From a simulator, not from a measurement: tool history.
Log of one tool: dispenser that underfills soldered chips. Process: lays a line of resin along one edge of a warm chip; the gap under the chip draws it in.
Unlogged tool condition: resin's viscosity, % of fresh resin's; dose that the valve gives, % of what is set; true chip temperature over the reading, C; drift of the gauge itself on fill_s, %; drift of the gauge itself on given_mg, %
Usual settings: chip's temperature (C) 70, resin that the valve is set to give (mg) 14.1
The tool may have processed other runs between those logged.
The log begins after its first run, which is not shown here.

run    day  chip's temperature (C)  resin that the valve is set to give (mg)  hours of work since the syringe was changed  hours of work since the valve was cleaned  hours of work since the stage was calibrated  time until the resin shows at the far edge (s)  resin that the valve gave (mg)
     0.112  -- new syringe of resin
  2  0.175                      70                                      14.1                                            1                                         54                                            54                                            13.3                           13.70
  3  0.329                      70                                      14.1                                            4                                         57                                            57                                            15.8                           13.61
  4  0.475                      62                                      14.1                                            7                                         60                                            60                                            24.8                           13.60
  5  0.646                      70                                      14.6                                           10                                         63                                            63                                            20.3                           14.06
     0.712  -- new syringe of resin
  6  0.758                      70                                      14.5                                            1                                         65                                            65                                            13.4                           13.95
  7  0.962                      70                                      14.9                                            5                                         68                                            68                                            15.8                           14.38
  8  1.121                      70                                      14.1                                            7                                         71                                            71                                            18.2                           13.56
  9  1.296                      70                                      17.8                                           11                                         74                                            74                                            20.3                           17.14
     1.321  -- new syringe of resin
 10  1.504                      70                                      17.8                                            3                                         78                                            78                                            14.1                           17.03
 11  1.696                      70                                      17.8                                            7                                         81                                            81                                            16.5                           17.24
 12  1.812                      70                                      17.8                                            9                                         83                                            83                                            18.6                           17.11
     1.929  -- new syringe of resin
 13  1.992                      70                                      17.8                                            1                                         86                                            86                                            12.6                           17.06
 14  2.142                      59                                      14.1                                            4                                         89                                            89                                            24.8                           13.44
 15  2.262                      70                                      14.1                                            6                                         91                                            91                                            16.4                           13.58
 16  2.400                      71                                      14.1                                            9                                         94                                            94                                            17.9                           13.53
 17  2.500                      70                                      14.1                                           10                                         96                                            96                                            21.0                           13.30

Forecast run 18:
     2.533  -- new syringe of resin
 18  2.692                      70                                      14.1                                            3                                         99                                            99                                               ?                               ?

{"run 18": {"time until the resin shows at the far edge (s)": 15.1, "resin that the valve gave (mg)": 13.4}}
The same run, on a tool lacking any hidden state, would have yielded time until the resin shows at the far edge (s) 13.0, resin that the valve gave (mg) 14.10.

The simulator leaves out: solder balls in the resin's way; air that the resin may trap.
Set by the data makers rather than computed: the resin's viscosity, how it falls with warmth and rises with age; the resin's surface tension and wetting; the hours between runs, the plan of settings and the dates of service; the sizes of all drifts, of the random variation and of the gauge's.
